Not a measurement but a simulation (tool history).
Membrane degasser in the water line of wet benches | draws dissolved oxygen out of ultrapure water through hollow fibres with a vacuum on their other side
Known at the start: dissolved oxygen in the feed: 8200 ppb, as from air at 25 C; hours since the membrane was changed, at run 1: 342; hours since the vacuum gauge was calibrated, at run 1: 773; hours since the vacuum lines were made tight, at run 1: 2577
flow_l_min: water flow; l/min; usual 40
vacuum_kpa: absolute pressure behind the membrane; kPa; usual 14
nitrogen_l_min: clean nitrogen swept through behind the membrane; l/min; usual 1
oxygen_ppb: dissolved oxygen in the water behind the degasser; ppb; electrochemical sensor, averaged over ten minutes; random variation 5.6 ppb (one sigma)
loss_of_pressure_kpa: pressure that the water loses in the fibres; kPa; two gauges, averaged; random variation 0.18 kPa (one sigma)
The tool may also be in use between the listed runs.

run    hour  flow_l_min  vacuum_kpa  nitrogen_l_min  hours since the membrane was changed  hours since the vacuum gauge was calibrated  hours since the vacuum lines were made tight  oxygen_ppb  loss_of_pressure_kpa
  1       0          40          14               1                                   342                                          773                                          2577       806.4                 33.63
  2   128.7          40          14               1                                   471                                          901                                          2706         814                 33.71
  3   218.9          40          14               1                                   561                                          991                                          2796       811.7                 33.66
  4   291.9          40          14               1                                   634                                         1064                                          2869         820                 33.45
  5   443.8          40          14               1                                   786                                         1216                                          3021       816.7                 33.49
  6   555.4          40          14               1                                   898                                         1328                                          3132       814.3                 33.73
  7   675.4          40          14               1                                  1018                                         1448                                          3252       815.9                 33.66
  8   797.2          40          14               1                                  1139                                         1570                                          3374         807                 33.75
  9   916.4          40          14            2.94                                  1259                                         1689                                          3493       345.4                 33.95
 10    1043          40          14            2.94                                  1385                                         1816                                          3620       346.5                 33.78
 11  1176.2          41          14            0.45                                  1518                                         1949                                          3753      1411.6                 34.73
 12  1287.9          48        28.5               1                                  1630                                         2060                                          3865      1931.3                 40.55
 13    1373          48        28.5               1                                  1715                                         2146                                          3950      1923.5                 40.76
 14  1532.5          40          14            0.54                                  1875                                         2305                                          4109        1240                 33.61
 15  1650.8          40          14            0.54                                  1993                                         2423                                          4228      1237.4                 33.68
 16  1734.2          30        26.6            0.81                                  2076                                         2507                                          4311        1514                 25.37
 17  1892.8          30        26.6            0.81                                  2235                                         2665                                          4470      1498.6                 25.09
 18  2012.6          55        26.6            1.01                                  2355                                         2785                                          4590      1994.7                 46.53
 19  2165.2          37        13.1               1                                  2507                                         2938                                          4742       699.8                 30.91

4 ways to go on from here, each from the tool as it stands after run 19. What would each give?
  A  2275.6          37        15.1               1                                  2618                                         3048                                          4852           ?                     ?
  B  2275.6          41        10.7            0.42                                  2618                                         3048                                          4852           ?                     ?
  C  2275.6          40        18.1               1                                  2618                                         3048                                          4852           ?                     ?
  D  2275.6          44        24.1            0.56                                  2618                                         3048                                          4852           ?                     ?

run  oxygen_ppb  loss_of_pressure_kpa
  A       829.6                 31.34
  B      1060.5                 34.57
  C      1083.9                 33.77
  D      2228.5                 37.15
Without the tool's hidden state the same runs would have given:
run  oxygen_ppb  loss_of_pressure_kpa
  A       829.4                 31.33
  B      1060.2                 34.56
  C      1083.6                 33.76
  D      2228.3                 37.14

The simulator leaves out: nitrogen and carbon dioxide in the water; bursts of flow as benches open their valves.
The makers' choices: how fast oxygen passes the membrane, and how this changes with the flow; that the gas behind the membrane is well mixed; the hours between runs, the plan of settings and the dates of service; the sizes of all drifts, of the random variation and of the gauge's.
